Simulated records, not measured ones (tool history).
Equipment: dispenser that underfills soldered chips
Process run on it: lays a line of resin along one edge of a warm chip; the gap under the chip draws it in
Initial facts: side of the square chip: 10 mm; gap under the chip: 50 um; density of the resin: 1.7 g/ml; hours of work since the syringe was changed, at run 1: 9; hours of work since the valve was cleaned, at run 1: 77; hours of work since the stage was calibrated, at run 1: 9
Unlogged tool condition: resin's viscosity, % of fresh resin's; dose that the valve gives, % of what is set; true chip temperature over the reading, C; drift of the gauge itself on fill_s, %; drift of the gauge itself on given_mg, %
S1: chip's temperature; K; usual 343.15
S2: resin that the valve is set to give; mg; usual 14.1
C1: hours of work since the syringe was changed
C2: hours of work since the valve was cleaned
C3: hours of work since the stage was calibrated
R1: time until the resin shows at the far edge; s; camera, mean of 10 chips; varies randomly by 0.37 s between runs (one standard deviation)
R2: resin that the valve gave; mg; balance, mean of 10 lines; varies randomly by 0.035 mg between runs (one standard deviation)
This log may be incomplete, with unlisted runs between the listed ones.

| run | hour | S1 | S2 | C1 | C2 | C3 | R1 | R2 |
|---|---|---|---|---|---|---|---|---|
| 1 | 0 | 343.15 | 14.1 | 9 | 77 | 9 | 29.4 | 13.83 |
|  | 4.4 | new syringe of resin |
| 2 | 4.7 | 343.15 | 14.1 | 0 | 80 | 12 | 22.9 | 13.77 |
| 3 | 10.1 | 343.15 | 16.7 | 4 | 83 | 15 | 24.9 | 16.31 |
| 4 | 12.5 | 343.15 | 16.7 | 5 | 84 | 17 | 25.6 | 16.25 |
| 5 | 16.4 | 343.15 | 16.7 | 7 | 87 | 19 | 27.9 | 16.28 |
| 6 | 20.3 | 343.15 | 16.7 | 10 | 89 | 22 | 29.7 | 16.22 |
| 7 | 23.4 | 343.15 | 16.7 | 12 | 91 | 24 | 32.1 | 16.23 |
|  | 23.9 | new syringe of resin |
| 8 | 26.5 | 343.15 | 16.7 | 2 | 93 | 26 | 23.4 | 16.3 |
| 9 | 30.7 | 343.15 | 16.7 | 4 | 96 | 28 | 25.3 | 16.24 |
| 10 | 33.1 | 343.15 | 12.1 | 6 | 97 | 30 | 27.6 | 11.74 |
| 11 | 36.3 | 343.15 | 12.1 | 8 | 99 | 32 | 29.4 | 11.74 |
| 12 | 39.5 | 330.15 | 13.8 | 10 | 101 | 34 | 58 | 13.4 |
|  | 43.5 | new syringe of resin |
| 13 | 43.9 | 330.15 | 13.8 | 0 | 104 | 36 | 43.4 | 13.36 |
| 14 | 46.2 | 353.15 | 16.3 | 2 | 105 | 38 | 14.8 | 15.85 |
|  | 47.6 | dispensing valve cleaned and set on the balance |
| 15 | 50 | 343.15 | 15.4 | 3 | 1 | 39 | 25.2 | 15.35 |
| 16 | 54.4 | 351.15 | 17.6 | 6 | 4 | 42 | 18.8 | 17.55 |
| 17 | 59.1 | 334.15 | 17.3 | 9 | 7 | 45 | 46.8 | 17.27 |
| 18 | 63.5 | 348.15 | 17.4 | 12 | 10 | 48 | 24.9 | 17.34 |
|  | 64.1 | new syringe of resin |
| 19 | 66.3 | 332.15 | 13.6 | 1 | 12 | 49 | 40 | 13.51 |
| 20 | 69.4 | 332.15 | 13.9 | 3 | 13 | 51 | 42.6 | 13.85 |
| 21 | 72.6 | 345.15 | 13.1 | 5 | 15 | 53 | 24 | 13.05 |

The logged runs with the hidden state left out (each run's random variation unchanged):
| run | R1 | R2 |
|---|---|---|
| 1 | 21.1 | 14.13 |
| 2 | 22.3 | 14.08 |
| 3 | 21.8 | 16.7 |
| 4 | 21.2 | 16.65 |
| 5 | 21.5 | 16.69 |
| 6 | 21 | 16.64 |
| 7 | 21.4 | 16.67 |
| 8 | 21.5 | 16.75 |
| 9 | 21.5 | 16.7 |
| 10 | 22.2 | 12.08 |
| 11 | 22.2 | 12.09 |
| 12 | 40.8 | 13.8 |
| 13 | 41.9 | 13.78 |
| 14 | 13.7 | 16.35 |
| 15 | 22.1 | 15.36 |
| 16 | 15.2 | 17.57 |
| 17 | 34 | 17.31 |
| 18 | 16.5 | 17.4 |
| 19 | 37.1 | 13.56 |
| 20 | 37.2 | 13.91 |
| 21 | 19.6 | 13.11 |
